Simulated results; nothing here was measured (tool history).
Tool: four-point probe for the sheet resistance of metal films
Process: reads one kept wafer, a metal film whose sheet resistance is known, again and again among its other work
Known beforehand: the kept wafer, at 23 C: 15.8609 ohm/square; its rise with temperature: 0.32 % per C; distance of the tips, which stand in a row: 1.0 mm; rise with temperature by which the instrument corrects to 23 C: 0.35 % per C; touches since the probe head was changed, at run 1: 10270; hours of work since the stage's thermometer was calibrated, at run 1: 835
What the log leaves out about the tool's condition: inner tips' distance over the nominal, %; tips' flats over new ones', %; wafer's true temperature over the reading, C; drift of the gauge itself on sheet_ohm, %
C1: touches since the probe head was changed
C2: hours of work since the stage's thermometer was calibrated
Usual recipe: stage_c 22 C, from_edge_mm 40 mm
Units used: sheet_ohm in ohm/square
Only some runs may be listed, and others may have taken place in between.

{"run": 1, "hour": 0.0, "stage_c": 22, "from_edge_mm": 40, "C1": 10270, "C2": 835, "sheet_ohm": 15.849367}
{"run": 2, "hour": 15.5, "stage_c": 22, "from_edge_mm": 40, "C1": 10600, "C2": 845, "sheet_ohm": 15.857163}
{"run": 3, "hour": 28.3, "stage_c": 22, "from_edge_mm": 50, "C1": 10873, "C2": 854, "sheet_ohm": 15.846789}
{"run": 4, "hour": 42.9, "stage_c": 22, "from_edge_mm": 40, "C1": 11185, "C2": 864, "sheet_ohm": 15.859239}
{"run": 5, "hour": 62.2, "stage_c": 22, "from_edge_mm": 40, "C1": 11598, "C2": 877, "sheet_ohm": 15.855761}
{"run": 6, "hour": 80.7, "stage_c": 22, "from_edge_mm": 40, "C1": 11992, "C2": 890, "sheet_ohm": 15.857353}
{"run": 7, "hour": 100.6, "stage_c": 28, "from_edge_mm": 40, "C1": 12418, "C2": 903, "sheet_ohm": 15.830808}
{"run": 8, "hour": 119.3, "stage_c": 19, "from_edge_mm": 40, "C1": 12815, "C2": 916, "sheet_ohm": 15.877831}
{"run": 9, "hour": 133.1, "stage_c": 19, "from_edge_mm": 40, "C1": 13110, "C2": 925, "sheet_ohm": 15.879228}
{"run": 10, "hour": 151.0, "stage_c": 23, "from_edge_mm": 6, "C1": 13493, "C2": 938, "sheet_ohm": 16.085397}
{"run": 11, "hour": 166.2, "stage_c": 23, "from_edge_mm": 6, "C1": 13817, "C2": 948, "sheet_ohm": 16.085834}
{"run": 12, "hour": 176.9, "stage_c": 22, "from_edge_mm": 18, "C1": 14045, "C2": 955, "sheet_ohm": 15.887261}
{"run": 13, "hour": 197.3, "stage_c": 24, "from_edge_mm": 4, "C1": 14481, "C2": 969, "sheet_ohm": 16.365655}
{"run": 14, "hour": 208.5, "stage_c": 24, "from_edge_mm": 4, "C1": 14719, "C2": 977, "sheet_ohm": 16.364197}

3 ways to go on from here, each from the tool as it stands after run 14. What would each give?
{"run": "A", "hour": 230.4, "stage_c": 21, "from_edge_mm": 4, "C1": 15187, "C2": 992, "sheet_ohm": "?"}
{"run": "B", "hour": 230.4, "stage_c": 24, "from_edge_mm": 38, "C1": 15187, "C2": 992, "sheet_ohm": "?"}
{"run": "C", "hour": 230.4, "stage_c": 25, "from_edge_mm": 16, "C1": 15187, "C2": 992, "sheet_ohm": "?"}

run=A sheet_ohm=16.382117
run=B sheet_ohm=15.857664
run=C sheet_ohm=15.875515
What these runs would have given with no unlogged condition in the tool:
run=A sheet_ohm=16.386886
run=B sheet_ohm=15.862408
run=C sheet_ohm=15.880292

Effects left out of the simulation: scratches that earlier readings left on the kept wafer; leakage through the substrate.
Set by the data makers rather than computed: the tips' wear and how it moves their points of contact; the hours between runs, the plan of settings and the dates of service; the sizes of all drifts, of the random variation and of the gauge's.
